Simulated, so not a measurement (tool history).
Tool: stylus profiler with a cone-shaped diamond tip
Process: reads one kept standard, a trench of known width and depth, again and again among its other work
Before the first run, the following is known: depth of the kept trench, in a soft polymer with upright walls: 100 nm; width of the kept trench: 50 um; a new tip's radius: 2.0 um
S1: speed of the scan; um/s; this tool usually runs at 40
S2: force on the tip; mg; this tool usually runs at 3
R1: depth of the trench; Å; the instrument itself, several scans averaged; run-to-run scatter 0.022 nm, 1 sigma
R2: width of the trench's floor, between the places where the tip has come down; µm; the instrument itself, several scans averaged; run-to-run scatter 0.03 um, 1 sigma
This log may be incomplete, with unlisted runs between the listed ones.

run 1 hour=0 | S1=40 S2=3 | R1=1007.3 R2=48.46
run 2 hour=47.8 | S1=40 S2=3 | R1=1007.2 R2=48.48
run 3 hour=82 | S1=40 S2=3 | R1=1007.5 R2=48.44
run 4 hour=128.3 | S1=40 S2=3 | R1=1008 R2=48.39
run 5 hour=194.1 | S1=39 S2=3 | R1=1008.2 R2=48.39
run 6 hour=230.1 | S1=39 S2=3 | R1=1007.8 R2=48.33
run 7 hour=284.6 | S1=39 S2=3 | R1=1007.8 R2=48.23
run 8 hour=322.1 | S1=39 S2=5.13 | R1=1011.1 R2=48.28
run 9 hour=368.5 | S1=39 S2=5.13 | R1=1011.3 R2=48.21
run 10 hour=407 | S1=154 S2=3 | R1=1007.7 R2=47.68
run 11 hour=473.3 | S1=154 S2=3 | R1=1008.1 R2=47.61
run 12 hour=522.2 | S1=40 S2=3 | R1=1008.1 R2=48.07
run 13 hour=561.2 | S1=40 S2=3 | R1=1008.3 R2=48.02
run 14 hour=623 | S1=40 S2=3 | R1=1008 R2=48
run 15 hour=670.7 | S1=40 S2=7.69 | R1=1014 R2=48.06
run 16 hour=727.3 | S1=40 S2=1.46 | R1=1005.4 R2=47.86
run 17 hour=755.2 | S1=40 S2=1.46 | R1=1005.4 R2=47.85
run 18 hour=821.1 | S1=40 S2=1.46 | R1=1005.6 R2=47.83
run 19 hour=880.5 | S1=40 S2=1.46 | R1=1005.6 R2=47.75
run 20 hour=930.6 | S1=40 S2=1.46 | R1=1005.8 R2=47.72
run 21 hour=998.4 | S1=40 S2=1.46 | R1=1005.5 R2=47.7
run 22 hour=1028.1 | S1=40 S2=1.52 | R1=1005.8 R2=47.69
run 23 hour=1095.3 | S1=40 S2=3.79 | R1=1009.7 R2=47.67
-- hour=1106.6 new tip fitted, height scale calibrated
run 24 hour=1133.3 | S1=40 S2=2.75 | R1=1006.2 R2=48.61
run 25 hour=1186.1 | S1=40 S2=2.75 | R1=1006.5 R2=48.53
-- hour=1191.7 height scale calibrated on a step standard
run 26 hour=1240.3 | S1=63 S2=3.78 | R1=1007.9 R2=48.47
run 27 hour=1279.9 | S1=95 S2=3 | R1=1006.9 R2=48.22
run 28 hour=1345.2 | S1=11 S2=6.67 | R1=1011.8 R2=48.47
run 29 hour=1390.4 | S1=11 S2=6.67 | R1=1011.8 R2=48.44
run 30 hour=1430.6 | S1=61 S2=2.35 | R1=1006.1 R2=48.16
-- hour=1449.5 height scale calibrated on a step standard, once more
run 31 hour=1483.1 | S1=94 S2=1.89 | R1=1005.2 R2=47.92
run 32 hour=1546.2 | S1=94 S2=1.89 | R1=1005.1 R2=47.9
run 33 hour=1585.9 | S1=35 S2=8.47 | R1=1014.3 R2=48.22
run 34 hour=1639.4 | S1=35 S2=8.47 | R1=1014.6 R2=48.24
run 35 hour=1684.4 | S1=40 S2=3.81 | R1=1008.6 R2=48.1
run 36 hour=1739.2 | S1=60 S2=1.44 | R1=1005.1 R2=47.82
run 37 hour=1796.1 | S1=40 S2=3.16 | R1=1007.5 R2=48
run 38 hour=1842.2 | S1=60 S2=3.15 | R1=1008 R2=47.89
run 39 hour=1881.5 | S1=40 S2=3 | R1=1007.4 R2=47.97
run 40 hour=1943.3 | S1=40 S2=3 | R1=1007.6 R2=47.86
run 41 hour=1977.2 | S1=113 S2=3 | R1=1007.7 R2=47.6
run 42 hour=2027 | S1=96 S2=1.65 | R1=1005.3 R2=47.48
run 43 hour=2094.7 | S1=153 S2=1.01 | R1=1004.3 R2=46.91
run 44 hour=2160.4 | S1=46 S2=6.85 | R1=1012.6 R2=47.81
run 45 hour=2197.9 | S1=46 S2=6.85 | R1=1013.3 R2=47.8

Pick out some run-to-run changes in R1. Of each, how much would a tool without hidden state show as well, from the settings, what came in and chance, and how much is left for the hidden state and any gauge scatter not in both results compared?
Unlogged tool condition in this case: radius of the tip, um; height scale over the true one, %; drift of the gauge itself on depth_nm, %; drift of the gauge itself on floor_um, %.
Run 2 -> 3: no setting touched and nothing written in the log between the runs. R1 +0.3 Å: hidden state +0.1, all else +0.2.
Run 15 -> 16: S2 7.69 -> 1.46. R1 -8.6 Å: hidden state +0.1, all else -8.7.
Run 23 -> 24: S2 3.79 -> 2.75, new tip fitted, height scale calibrated. R1 -3.5 Å: hidden state -1.8, all else -1.7.
Run 32 -> 33: S1 94 -> 35, S2 1.89 -> 8.47. R1 +9.2 Å: hidden state +0.1, all else +9.1.
Run 42 -> 43: S1 96 -> 153, S2 1.65 -> 1.01. R1 -1 Å: hidden state +0.2, all else -1.2.
Run 43 -> 44: S1 153 -> 46, S2 1.01 -> 6.85. R1 +8.3 Å: hidden state +0, all else +8.3.
